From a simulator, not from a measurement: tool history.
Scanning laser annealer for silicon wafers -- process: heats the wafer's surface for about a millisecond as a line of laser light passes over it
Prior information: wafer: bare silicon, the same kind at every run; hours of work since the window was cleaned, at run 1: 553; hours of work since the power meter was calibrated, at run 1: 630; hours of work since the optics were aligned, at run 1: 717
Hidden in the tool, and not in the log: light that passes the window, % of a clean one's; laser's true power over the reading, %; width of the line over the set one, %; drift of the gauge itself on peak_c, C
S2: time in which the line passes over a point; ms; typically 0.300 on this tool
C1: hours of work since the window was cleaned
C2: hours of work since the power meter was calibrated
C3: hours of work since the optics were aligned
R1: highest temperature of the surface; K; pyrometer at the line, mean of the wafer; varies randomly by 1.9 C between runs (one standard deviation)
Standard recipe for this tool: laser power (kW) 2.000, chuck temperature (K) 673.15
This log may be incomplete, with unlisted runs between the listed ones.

{"run": 1, "hour": 0.0, "laser power (kW)": 2.0, "S2": 0.3, "chuck temperature (K)": 673.15, "C1": 553, "C2": 630, "C3": 717, "R1": 1427.15}
{"run": 2, "hour": 35.1, "laser power (kW)": 2.0, "S2": 0.3, "chuck temperature (K)": 673.15, "C1": 575, "C2": 652, "C3": 739, "R1": 1427.15}
{"run": 3, "hour": 59.8, "laser power (kW)": 2.0, "S2": 0.3, "chuck temperature (K)": 673.15, "C1": 591, "C2": 667, "C3": 755, "R1": 1428.15}
{"run": 4, "hour": 110.5, "laser power (kW)": 2.0, "S2": 0.3, "chuck temperature (K)": 673.15, "C1": 623, "C2": 699, "C3": 787, "R1": 1425.15}
{"run": 5, "hour": 134.5, "laser power (kW)": 2.0, "S2": 0.3, "chuck temperature (K)": 673.15, "C1": 638, "C2": 714, "C3": 802, "R1": 1428.15}
{"run": 6, "hour": 186.5, "laser power (kW)": 2.0, "S2": 0.3, "chuck temperature (K)": 673.15, "C1": 670, "C2": 747, "C3": 834, "R1": 1427.15}
{"run": 7, "hour": 209.2, "laser power (kW)": 1.928, "S2": 0.3, "chuck temperature (K)": 673.15, "C1": 684, "C2": 761, "C3": 849, "R1": 1392.15}
{"run": 8, "hour": 248.0, "laser power (kW)": 2.0, "S2": 0.3, "chuck temperature (K)": 673.15, "C1": 709, "C2": 785, "C3": 873, "R1": 1422.15}
{"run": 9, "hour": 273.5, "laser power (kW)": 2.0, "S2": 0.3, "chuck temperature (K)": 673.15, "C1": 725, "C2": 801, "C3": 889, "R1": 1426.15}
{"run": 10, "hour": 323.0, "laser power (kW)": 2.0, "S2": 0.3, "chuck temperature (K)": 673.15, "C1": 756, "C2": 832, "C3": 920, "R1": 1425.15}
{"run": 11, "hour": 362.9, "laser power (kW)": 2.0, "S2": 0.3, "chuck temperature (K)": 673.15, "C1": 781, "C2": 857, "C3": 945, "R1": 1420.15}
{"run": 12, "hour": 413.9, "laser power (kW)": 2.0, "S2": 0.3, "chuck temperature (K)": 673.15, "C1": 813, "C2": 889, "C3": 977, "R1": 1419.15}
{"hour": 421.4, "done": "optics aligned, line set to its width"}
{"run": 13, "hour": 463.5, "laser power (kW)": 2.0, "S2": 0.3, "chuck temperature (K)": 681.15, "C1": 841, "C2": 917, "C3": 26, "R1": 1422.15}
{"hour": 468.8, "done": "window over the wafer cleaned"}
{"hour": 502.3, "done": "optics aligned, line set to its width, once more"}
{"run": 14, "hour": 515.1, "laser power (kW)": 2.0, "S2": 0.3, "chuck temperature (K)": 681.15, "C1": 26, "C2": 945, "C3": 8, "R1": 1451.15}
{"run": 15, "hour": 542.5, "laser power (kW)": 2.0, "S2": 0.3, "chuck temperature (K)": 681.15, "C1": 43, "C2": 962, "C3": 25, "R1": 1446.15}
{"run": 16, "hour": 586.6, "laser power (kW)": 2.0, "S2": 0.3, "chuck temperature (K)": 710.15, "C1": 71, "C2": 990, "C3": 53, "R1": 1479.15}
{"run": 17, "hour": 618.1, "laser power (kW)": 2.0, "S2": 0.3, "chuck temperature (K)": 710.15, "C1": 91, "C2": 1010, "C3": 73, "R1": 1477.15}
{"run": 18, "hour": 648.1, "laser power (kW)": 2.0, "S2": 0.3, "chuck temperature (K)": 710.15, "C1": 109, "C2": 1029, "C3": 91, "R1": 1475.15}
{"run": 19, "hour": 696.1, "laser power (kW)": 2.0, "S2": 0.3, "chuck temperature (K)": 710.15, "C1": 139, "C2": 1059, "C3": 122, "R1": 1475.15}
{"run": 20, "hour": 736.1, "laser power (kW)": 1.838, "S2": 0.301, "chuck temperature (K)": 710.15, "C1": 165, "C2": 1084, "C3": 147, "R1": 1411.15}
{"run": 21, "hour": 760.3, "laser power (kW)": 2.145, "S2": 0.221, "chuck temperature (K)": 673.15, "C1": 180, "C2": 1099, "C3": 162, "R1": 1390.15}
{"run": 22, "hour": 808.6, "laser power (kW)": 2.12, "S2": 0.34, "chuck temperature (K)": 673.15, "C1": 210, "C2": 1129, "C3": 192, "R1": 1536.15}
{"run": 23, "hour": 835.3, "laser power (kW)": 1.898, "S2": 0.34, "chuck temperature (K)": 701.15, "C1": 227, "C2": 1146, "C3": 209, "R1": 1465.15}
{"run": 24, "hour": 878.5, "laser power (kW)": 1.898, "S2": 0.34, "chuck temperature (K)": 701.15, "C1": 254, "C2": 1173, "C3": 236, "R1": 1464.15}
{"run": 25, "hour": 918.3, "laser power (kW)": 2.138, "S2": 0.321, "chuck temperature (K)": 684.15, "C1": 279, "C2": 1198, "C3": 261, "R1": 1527.15}
{"run": 26, "hour": 942.8, "laser power (kW)": 2.138, "S2": 0.321, "chuck temperature (K)": 684.15, "C1": 294, "C2": 1214, "C3": 276, "R1": 1525.15}
{"run": 27, "hour": 981.1, "laser power (kW)": 1.869, "S2": 0.348, "chuck temperature (K)": 636.15, "C1": 318, "C2": 1238, "C3": 300, "R1": 1394.15}
{"run": 28, "hour": 1003.9, "laser power (kW)": 1.869, "S2": 0.348, "chuck temperature (K)": 636.15, "C1": 333, "C2": 1252, "C3": 315, "R1": 1395.15}
{"run": 29, "hour": 1032.4, "laser power (kW)": 1.934, "S2": 0.348, "chuck temperature (K)": 640.15, "C1": 350, "C2": 1270, "C3": 333, "R1": 1427.15}
{"run": 30, "hour": 1078.7, "laser power (kW)": 2.028, "S2": 0.3, "chuck temperature (K)": 700.15, "C1": 379, "C2": 1299, "C3": 362, "R1": 1473.15}
{"run": 31, "hour": 1108.1, "laser power (kW)": 1.947, "S2": 0.251, "chuck temperature (K)": 688.15, "C1": 398, "C2": 1317, "C3": 380, "R1": 1364.15}
{"run": 32, "hour": 1138.3, "laser power (kW)": 1.84, "S2": 0.372, "chuck temperature (K)": 688.15, "C1": 417, "C2": 1336, "C3": 399, "R1": 1452.15}
{"run": 33, "hour": 1189.8, "laser power (kW)": 1.84, "S2": 0.372, "chuck temperature (K)": 688.15, "C1": 449, "C2": 1369, "C3": 431, "R1": 1452.15}
{"run": 34, "hour": 1221.6, "laser power (kW)": 1.84, "S2": 0.372, "chuck temperature (K)": 688.15, "C1": 469, "C2": 1388, "C3": 451, "R1": 1451.15}
{"run": 35, "hour": 1254.3, "laser power (kW)": 1.91, "S2": 0.251, "chuck temperature (K)": 702.15, "C1": 490, "C2": 1409, "C3": 472, "R1": 1368.15}
{"run": 36, "hour": 1304.3, "laser power (kW)": 1.91, "S2": 0.251, "chuck temperature (K)": 702.15, "C1": 521, "C2": 1440, "C3": 503, "R1": 1364.15}
{"run": 37, "hour": 1331.7, "laser power (kW)": 1.806, "S2": 0.217, "chuck temperature (K)": 640.15, "C1": 538, "C2": 1458, "C3": 520, "R1": 1228.15}
{"run": 38, "hour": 1357.3, "laser power (kW)": 1.773, "S2": 0.3, "chuck temperature (K)": 643.15, "C1": 554, "C2": 1474, "C3": 536, "R1": 1307.15}

A few steps of R1 between consecutive runs. Split each: what settings, incoming material and random variation would produce without the hidden state, and what is left over for the hidden state, along with gauge scatter present in only one of the two compared results (measured, and without hidden state):
Run 7 -> 8: laser power (kW) 1.928 -> 2.000. R1 +30.00 K: hidden state -3.00, all else +33.00.
Run 13 -> 14: window over the wafer cleaned, optics aligned, line set to its width, once more. R1 +29.00 K: hidden state +23.00, all else +6.00.
Run 21 -> 22: laser power (kW) 2.145 -> 2.120, S2 0.221 -> 0.340. R1 +146.00 K: hidden state -2.00, all else +148.00.
Run 24 -> 25: laser power (kW) 1.898 -> 2.138, S2 0.340 -> 0.321, chuck temperature (K) 701.15 -> 684.15. R1 +63.00 K: hidden state -3.00, all else +66.00.
Run 26 -> 27: laser power (kW) 2.138 -> 1.869, S2 0.321 -> 0.348, chuck temperature (K) 684.15 -> 636.15. R1 -131.00 K: hidden state +0.00, all else -131.00.
Run 36 -> 37: laser power (kW) 1.910 -> 1.806, S2 0.251 -> 0.217, chuck temperature (K) 702.15 -> 640.15. R1 -136.00 K: hidden state +2.00, all else -138.00.

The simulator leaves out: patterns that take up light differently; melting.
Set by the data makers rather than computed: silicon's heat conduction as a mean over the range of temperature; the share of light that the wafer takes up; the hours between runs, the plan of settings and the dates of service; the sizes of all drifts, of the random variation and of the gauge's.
